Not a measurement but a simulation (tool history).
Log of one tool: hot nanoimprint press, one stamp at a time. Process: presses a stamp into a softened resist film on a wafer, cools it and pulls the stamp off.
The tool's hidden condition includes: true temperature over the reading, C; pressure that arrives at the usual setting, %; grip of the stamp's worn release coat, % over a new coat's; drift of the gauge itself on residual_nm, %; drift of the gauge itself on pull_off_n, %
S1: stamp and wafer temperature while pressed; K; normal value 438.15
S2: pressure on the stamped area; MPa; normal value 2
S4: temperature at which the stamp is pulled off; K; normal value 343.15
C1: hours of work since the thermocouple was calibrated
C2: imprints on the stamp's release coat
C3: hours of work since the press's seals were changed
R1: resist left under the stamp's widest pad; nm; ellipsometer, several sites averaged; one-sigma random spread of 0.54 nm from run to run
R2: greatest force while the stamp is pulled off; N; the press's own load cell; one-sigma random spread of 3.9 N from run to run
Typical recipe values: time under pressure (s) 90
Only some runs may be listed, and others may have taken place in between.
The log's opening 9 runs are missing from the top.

{"run": 10, "hour": 201.6, "S1": 438.15, "S2": 2, "time under pressure (s)": 84, "S4": 343.15, "C1": 213, "C2": 721, "C3": 256, "R1": 129.2, "R2": 230}
{"run": 11, "hour": 219.8, "S1": 438.15, "S2": 2, "time under pressure (s)": 90, "S4": 343.15, "C1": 228, "C2": 830, "C3": 270, "R1": 125, "R2": 235}
{"hour": 224.2, "done": "plate thermocouple calibrated"}
{"run": 12, "hour": 244.0, "S1": 438.15, "S2": 2, "time under pressure (s)": 90, "S4": 343.15, "C1": 15, "C2": 956, "C3": 286, "R1": 122.9, "R2": 246}
{"run": 13, "hour": 267.1, "S1": 438.15, "S2": 2, "time under pressure (s)": 86, "S4": 343.15, "C1": 33, "C2": 1093, "C3": 304, "R1": 124.6, "R2": 254}
{"run": 14, "hour": 283.7, "S1": 438.15, "S2": 2, "time under pressure (s)": 90, "S4": 333.15, "C1": 46, "C2": 1192, "C3": 317, "R1": 123.2, "R2": 319}
{"hour": 294.6, "done": "stamp cleaned and given a new release coat"}
{"run": 15, "hour": 315.7, "S1": 438.15, "S2": 2, "time under pressure (s)": 90, "S4": 333.15, "C1": 67, "C2": 126, "C3": 338, "R1": 123, "R2": 261}
{"run": 16, "hour": 338.3, "S1": 438.15, "S2": 1.28, "time under pressure (s)": 98, "S4": 340.15, "C1": 84, "C2": 260, "C3": 355, "R1": 150.2, "R2": 220}
{"run": 17, "hour": 356.4, "S1": 438.15, "S2": 1.21, "time under pressure (s)": 90, "S4": 334.15, "C1": 99, "C2": 368, "C3": 369, "R1": 158.8, "R2": 273}
{"run": 18, "hour": 371.8, "S1": 438.15, "S2": 2, "time under pressure (s)": 82, "S4": 342.15, "C1": 111, "C2": 459, "C3": 381, "R1": 124.3, "R2": 222}
{"hour": 380.8, "done": "plate thermocouple calibrated, once more"}
{"run": 19, "hour": 401.2, "S1": 438.15, "S2": 2, "time under pressure (s)": 164, "S4": 346.15, "C1": 16, "C2": 617, "C3": 402, "R1": 109, "R2": 218}
{"run": 20, "hour": 415.2, "S1": 438.15, "S2": 2.2, "time under pressure (s)": 164, "S4": 346.15, "C1": 27, "C2": 700, "C3": 413, "R1": 102.6, "R2": 225}
{"run": 21, "hour": 443.1, "S1": 438.15, "S2": 1.94, "time under pressure (s)": 164, "S4": 346.15, "C1": 49, "C2": 866, "C3": 435, "R1": 109.7, "R2": 221}
{"run": 22, "hour": 469.5, "S1": 428.15, "S2": 2, "time under pressure (s)": 74, "S4": 343.15, "C1": 69, "C2": 1023, "C3": 455, "R1": 224.8, "R2": 246}
{"run": 23, "hour": 492.0, "S1": 428.15, "S2": 2, "time under pressure (s)": 48, "S4": 335.15, "C1": 87, "C2": 1157, "C3": 473, "R1": 244.2, "R2": 321}
{"hour": 508.4, "done": "stamp cleaned and given a new release coat"}
{"run": 24, "hour": 516.9, "S1": 428.15, "S2": 2, "time under pressure (s)": 48, "S4": 335.15, "C1": 102, "C2": 50, "C3": 488, "R1": 242.9, "R2": 258}
{"run": 25, "hour": 531.6, "S1": 439.15, "S2": 1.77, "time under pressure (s)": 78, "S4": 349.15, "C1": 113, "C2": 138, "C3": 499, "R1": 139.1, "R2": 175}
{"run": 26, "hour": 544.0, "S1": 439.15, "S2": 1.77, "time under pressure (s)": 78, "S4": 349.15, "C1": 123, "C2": 211, "C3": 509, "R1": 137.5, "R2": 178}
{"run": 27, "hour": 570.8, "S1": 439.15, "S2": 1.77, "time under pressure (s)": 65, "S4": 347.15, "C1": 144, "C2": 371, "C3": 530, "R1": 147.2, "R2": 192}
{"run": 28, "hour": 589.5, "S1": 439.15, "S2": 1.77, "time under pressure (s)": 94, "S4": 348.15, "C1": 158, "C2": 482, "C3": 544, "R1": 130, "R2": 194}
{"run": 29, "hour": 616.0, "S1": 436.15, "S2": 2, "time under pressure (s)": 90, "S4": 336.15, "C1": 179, "C2": 640, "C3": 565, "R1": 143, "R2": 279}
{"run": 30, "hour": 641.5, "S1": 447.15, "S2": 2, "time under pressure (s)": 90, "S4": 334.15, "C1": 199, "C2": 791, "C3": 585, "R1": 80.3, "R2": 295}

3 options for the next run, each taken on its own from the tool as it stands now. Forecast them:
{"run": "A", "hour": 664.9, "S1": 427.15, "S2": 1.28, "time under pressure (s)": 110, "S4": 334.15, "C1": 217, "C2": 931, "C3": 603, "R1": "?", "R2": "?"}
{"run": "B", "hour": 664.9, "S1": 448.15, "S2": 1.8, "time under pressure (s)": 90, "S4": 334.15, "C1": 217, "C2": 931, "C3": 603, "R1": "?", "R2": "?"}
{"run": "C", "hour": 664.9, "S1": 438.15, "S2": 1.34, "time under pressure (s)": 90, "S4": 343.15, "C1": 217, "C2": 931, "C3": 603, "R1": "?", "R2": "?"}

run=A R1=242.5 R2=303
run=B R1=80.8 R2=305
run=C R1=158.6 R2=243
With no hidden state in the tool, these same runs would have given:
run=A R1=246.5 R2=257
run=B R1=82.6 R2=259
run=C R1=162.7 R2=206

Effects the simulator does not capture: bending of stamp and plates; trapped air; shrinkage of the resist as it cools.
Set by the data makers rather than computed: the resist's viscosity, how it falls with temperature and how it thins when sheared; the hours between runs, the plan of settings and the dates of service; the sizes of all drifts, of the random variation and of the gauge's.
